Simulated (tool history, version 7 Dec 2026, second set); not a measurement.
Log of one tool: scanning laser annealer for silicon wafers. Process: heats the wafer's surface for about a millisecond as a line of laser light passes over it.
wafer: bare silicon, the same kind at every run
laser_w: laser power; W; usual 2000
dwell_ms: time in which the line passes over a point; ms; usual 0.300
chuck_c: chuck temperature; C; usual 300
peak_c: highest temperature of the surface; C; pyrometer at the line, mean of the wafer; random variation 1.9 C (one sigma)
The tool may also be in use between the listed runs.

run,day,laser_w,dwell_ms,chuck_c,peak_c
1,0.000,2000,0.300,300,1096
2,1.338,2000,0.300,300,1095
3,2.446,2000,0.300,300,1095
4,3.842,2000,0.300,300,1097
5,5.558,2000,0.300,300,1092
6,6.442,2000,0.300,300,1089
7,8.288,2000,0.300,300,1092
8,9.258,2000,0.357,300,1172
9,11.021,2000,0.357,300,1171
10,12.600,2000,0.357,300,1170
11,14.238,2000,0.357,300,1167
12,16.083,2000,0.300,283,1068
13,16.975,2000,0.300,283,1067
14,18.479,2000,0.300,301,1086
15,19.467,2000,0.300,301,1082
16,21.025,2000,0.300,301,1080
17,22.771,2000,0.300,277,1055
18,24.346,2000,0.300,300,1076
19,25.512,1749,0.300,300,959
20,27.129,2000,0.261,300,1018
21,28.679,2000,0.261,300,1013
22,30.188,2000,0.261,300,1013
23,32.250,2000,0.261,329,1039
24,33.408,2000,0.261,329,1044
25,35.433,2000,0.261,329,1041
26,36.412,1975,0.300,300,1058
27,37.471,2044,0.272,264,1009
28,38.454,2044,0.250,279,990
29,39.933,2000,0.368,300,1161
30,41.900,2000,0.300,316,1083
31,43.217,1902,0.326,326,1084
32,44.867,2083,0.300,300,1103
33,46.025,2083,0.300,300,1099
34,47.300,2083,0.300,300,1098
35,49.279,1909,0.291,299,1003
36,51.150,2000,0.300,318,1074
37,52.338,2195,0.315,306,1176
38,53.825,1929,0.295,268,987
39,55.154,1929,0.295,268,986
40,56.117,1929,0.295,268,983
41,57.612,1952,0.327,271,1042

Forecast each of these 3 alternatives for the next run:
# day 58.667: window over the wafer cleaned
A,59.392,1802,0.264,317,?
# day 58.667: window over the wafer cleaned
B,59.392,2000,0.349,306,?
# day 58.667: window over the wafer cleaned
C,59.392,2046,0.327,309,?

run,peak_c
A,964
B,1167
C,1160
Without the tool's hidden state the same runs would have given:
run,peak_c
A,981
B,1190
C,1182

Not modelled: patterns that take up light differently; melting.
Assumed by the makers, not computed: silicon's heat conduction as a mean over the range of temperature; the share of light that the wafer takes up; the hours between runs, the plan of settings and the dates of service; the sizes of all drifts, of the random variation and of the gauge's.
